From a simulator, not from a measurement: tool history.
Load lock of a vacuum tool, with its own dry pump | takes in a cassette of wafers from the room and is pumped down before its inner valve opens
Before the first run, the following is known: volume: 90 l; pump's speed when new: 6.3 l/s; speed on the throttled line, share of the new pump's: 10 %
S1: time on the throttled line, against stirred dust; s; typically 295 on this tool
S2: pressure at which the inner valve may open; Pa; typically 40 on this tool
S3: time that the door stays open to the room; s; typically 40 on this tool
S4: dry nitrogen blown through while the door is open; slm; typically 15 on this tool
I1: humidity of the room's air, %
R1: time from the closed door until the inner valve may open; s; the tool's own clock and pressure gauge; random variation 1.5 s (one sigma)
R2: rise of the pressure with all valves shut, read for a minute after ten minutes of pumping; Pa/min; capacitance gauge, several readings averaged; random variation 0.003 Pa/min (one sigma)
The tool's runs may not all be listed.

run 1 hour=0.0 | S1=295 S2=40 S3=40 S4=15 | I1=42.7 | R1=379.4 R2=0.043
run 2 hour=595.9 | S1=295 S2=40 S3=40 S4=37 | I1=43.6 | R1=383.6 R2=0.034
run 3 hour=1032.5 | S1=295 S2=40 S3=39 S4=37 | I1=46.3 | R1=382.7 R2=0.038
run 4 hour=1656.1 | S1=247 S2=40 S3=39 S4=37 | I1=42.6 | R1=339.7 R2=0.039
run 5 hour=2011.2 | S1=247 S2=40 S3=39 S4=37 | I1=44.2 | R1=339.4 R2=0.040
run 6 hour=2523.9 | S1=511 S2=43 S3=26 S4=5 | I1=43.9 | R1=569.9 R2=0.055
run 7 hour=2802.3 | S1=511 S2=36 S3=26 S4=5 | I1=42.9 | R1=580.3 R2=0.051
run 8 hour=3081.1 | S1=511 S2=65 S3=189 S4=5 | I1=41.4 | R1=565.4 R2=0.089
run 9 hour=3590.4 | S1=463 S2=65 S3=189 S4=4 | I1=49.7 | R1=528.1 R2=0.105
run 10 hour=3928.3 | S1=463 S2=65 S3=189 S4=4 | I1=47.5 | R1=528.6 R2=0.100

Forecast each of these 5 alternatives for the next run:
run A hour=4205.7 | S1=295 S2=40 S3=44 S4=5 | I1=44.3 | R1=? R2=?
run B hour=4205.7 | S1=463 S2=52 S3=189 S4=18 | I1=45.6 | R1=? R2=?
run C hour=4205.7 | S1=295 S2=37 S3=75 S4=15 | I1=43.5 | R1=? R2=?
run D hour=4205.7 | S1=297 S2=67 S3=189 S4=4 | I1=45.0 | R1=? R2=?
run E hour=4205.7 | S1=295 S2=40 S3=40 S4=40 | I1=45.6 | R1=? R2=?

run=A R1=384.8 R2=0.066
run=B R1=531.1 R2=0.080
run=C R1=388.5 R2=0.062
run=D R1=378.0 R2=0.099
run=E R1=384.2 R2=0.040
The same runs, with their run-to-run variation unchanged, on a tool lacking any hidden condition would have given:
run=A R1=377.5 R2=0.041
run=B R1=525.6 R2=0.055
run=C R1=381.0 R2=0.038
run=D R1=371.4 R2=0.074
run=E R1=376.9 R2=0.015
